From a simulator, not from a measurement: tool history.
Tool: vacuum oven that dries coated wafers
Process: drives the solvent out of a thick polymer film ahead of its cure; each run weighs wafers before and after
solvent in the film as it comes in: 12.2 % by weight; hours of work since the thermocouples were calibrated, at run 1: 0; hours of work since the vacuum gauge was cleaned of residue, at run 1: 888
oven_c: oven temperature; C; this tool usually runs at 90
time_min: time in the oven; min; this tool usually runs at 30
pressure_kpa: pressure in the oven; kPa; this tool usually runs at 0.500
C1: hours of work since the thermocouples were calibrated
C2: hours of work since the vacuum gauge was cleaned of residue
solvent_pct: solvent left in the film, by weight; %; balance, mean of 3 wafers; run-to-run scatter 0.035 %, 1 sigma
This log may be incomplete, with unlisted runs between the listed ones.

{"run": 1, "day": 0.0, "oven_c": 90, "time_min": 30, "pressure_kpa": 0.5, "C1": 0, "C2": 888, "solvent_pct": 1.68}
{"run": 2, "day": 1.121, "oven_c": 90, "time_min": 52, "pressure_kpa": 0.5, "C1": 16, "C2": 903, "solvent_pct": 0.7}
{"run": 3, "day": 1.912, "oven_c": 90, "time_min": 30, "pressure_kpa": 0.5, "C1": 27, "C2": 915, "solvent_pct": 1.76}
{"run": 4, "day": 2.667, "oven_c": 99, "time_min": 30, "pressure_kpa": 0.5, "C1": 37, "C2": 925, "solvent_pct": 0.65}
{"run": 5, "day": 3.954, "oven_c": 90, "time_min": 30, "pressure_kpa": 0.377, "C1": 55, "C2": 943, "solvent_pct": 1.7}
{"run": 6, "day": 5.354, "oven_c": 90, "time_min": 30, "pressure_kpa": 0.5, "C1": 75, "C2": 963, "solvent_pct": 1.77}
{"run": 7, "day": 6.296, "oven_c": 90, "time_min": 34, "pressure_kpa": 0.5, "C1": 88, "C2": 976, "solvent_pct": 1.42}
{"run": 8, "day": 7.667, "oven_c": 90, "time_min": 34, "pressure_kpa": 0.5, "C1": 107, "C2": 995, "solvent_pct": 1.44}
{"run": 9, "day": 9.054, "oven_c": 90, "time_min": 33, "pressure_kpa": 0.5, "C1": 127, "C2": 1015, "solvent_pct": 1.54}
{"run": 10, "day": 10.117, "oven_c": 100, "time_min": 17, "pressure_kpa": 1.059, "C1": 142, "C2": 1029, "solvent_pct": 1.74}
{"run": 11, "day": 11.138, "oven_c": 84, "time_min": 20, "pressure_kpa": 0.257, "C1": 156, "C2": 1044, "solvent_pct": 4.27}
{"run": 12, "day": 12.817, "oven_c": 84, "time_min": 20, "pressure_kpa": 0.257, "C1": 180, "C2": 1067, "solvent_pct": 4.2}
{"run": 13, "day": 14.446, "oven_c": 84, "time_min": 20, "pressure_kpa": 1.383, "C1": 202, "C2": 1090, "solvent_pct": 4.6}
{"run": 14, "day": 16.071, "oven_c": 86, "time_min": 30, "pressure_kpa": 1.093, "C1": 225, "C2": 1113, "solvent_pct": 2.8}
{"run": 15, "day": 16.946, "oven_c": 80, "time_min": 20, "pressure_kpa": 1.023, "C1": 237, "C2": 1125, "solvent_pct": 5.5}
{"run": 16, "day": 17.988, "oven_c": 90, "time_min": 38, "pressure_kpa": 0.273, "C1": 252, "C2": 1140, "solvent_pct": 1.12}
{"run": 17, "day": 18.883, "oven_c": 90, "time_min": 38, "pressure_kpa": 0.273, "C1": 265, "C2": 1152, "solvent_pct": 1.17}
{"run": 18, "day": 20.5, "oven_c": 90, "time_min": 38, "pressure_kpa": 0.273, "C1": 287, "C2": 1175, "solvent_pct": 1.2}

Difference, measured minus no-hidden-state, one row per run. Run-to-run variation is common to both terms; the gauge's own scatter need not be:
The tool's hidden condition here consists of: true wafer temperature over the reading, C; true pressure over the reading, kPa; drift of the gauge itself on solvent_pct, %.
run=1 solvent_pct=+0.14
run=2 solvent_pct=+0.17
run=3 solvent_pct=+0.14
run=4 solvent_pct=+0.12
run=5 solvent_pct=+0.16
run=6 solvent_pct=+0.16
run=7 solvent_pct=+0.17
run=8 solvent_pct=+0.18
run=9 solvent_pct=+0.18
run=10 solvent_pct=+0.13
run=11 solvent_pct=+0.19
run=12 solvent_pct=+0.19
run=13 solvent_pct=+0.20
run=14 solvent_pct=+0.22
run=15 solvent_pct=+0.22
run=16 solvent_pct=+0.22
run=17 solvent_pct=+0.23
run=18 solvent_pct=+0.24
